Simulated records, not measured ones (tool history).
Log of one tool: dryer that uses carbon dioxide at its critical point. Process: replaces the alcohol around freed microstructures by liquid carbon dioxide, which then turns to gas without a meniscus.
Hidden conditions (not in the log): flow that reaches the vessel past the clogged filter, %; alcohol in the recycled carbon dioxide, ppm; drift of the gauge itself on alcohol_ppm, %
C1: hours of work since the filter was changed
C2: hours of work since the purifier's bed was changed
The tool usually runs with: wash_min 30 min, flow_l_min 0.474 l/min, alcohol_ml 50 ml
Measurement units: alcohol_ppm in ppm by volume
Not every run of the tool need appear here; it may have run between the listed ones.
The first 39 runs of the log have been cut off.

run 40 hour=319.7 | wash_min=30 flow_l_min=0.606 alcohol_ml=27 | C1=45 C2=246 | alcohol_ppm=37
run 41 hour=329.6 | wash_min=30 flow_l_min=0.606 alcohol_ml=27 | C1=50 C2=251 | alcohol_ppm=47
run 42 hour=338.1 | wash_min=30 flow_l_min=0.606 alcohol_ml=27 | C1=55 C2=255 | alcohol_ppm=52
run 43 hour=346.5 | wash_min=30 flow_l_min=0.742 alcohol_ml=26 | C1=59 C2=260 | alcohol_ppm=40
run 44 hour=352.3 | wash_min=39 flow_l_min=0.690 alcohol_ml=50 | C1=63 C2=263 | alcohol_ppm=38
run 45 hour=358.8 | wash_min=39 flow_l_min=0.406 alcohol_ml=27 | C1=66 C2=266 | alcohol_ppm=57
run 46 hour=366.7 | wash_min=39 flow_l_min=0.406 alcohol_ml=27 | C1=70 C2=271 | alcohol_ppm=59
run 47 hour=377.2 | wash_min=31 flow_l_min=0.644 alcohol_ml=66 | C1=76 C2=276 | alcohol_ppm=47

What if the next run were any one of these 3? Each begins from the tool's condition after run 47:
run A hour=383.7 | wash_min=29 flow_l_min=0.391 alcohol_ml=119 | C1=79 C2=280 | alcohol_ppm=?
run B hour=383.7 | wash_min=45 flow_l_min=0.644 alcohol_ml=57 | C1=79 C2=280 | alcohol_ppm=?
run C hour=383.7 | wash_min=26 flow_l_min=0.773 alcohol_ml=23 | C1=79 C2=280 | alcohol_ppm=?

run=A alcohol_ppm=314
run=B alcohol_ppm=46
run=C alcohol_ppm=47
Without the tool's unlogged condition, the same runs would have read:
run=A alcohol_ppm=237
run=B alcohol_ppm=4
run=C alcohol_ppm=4
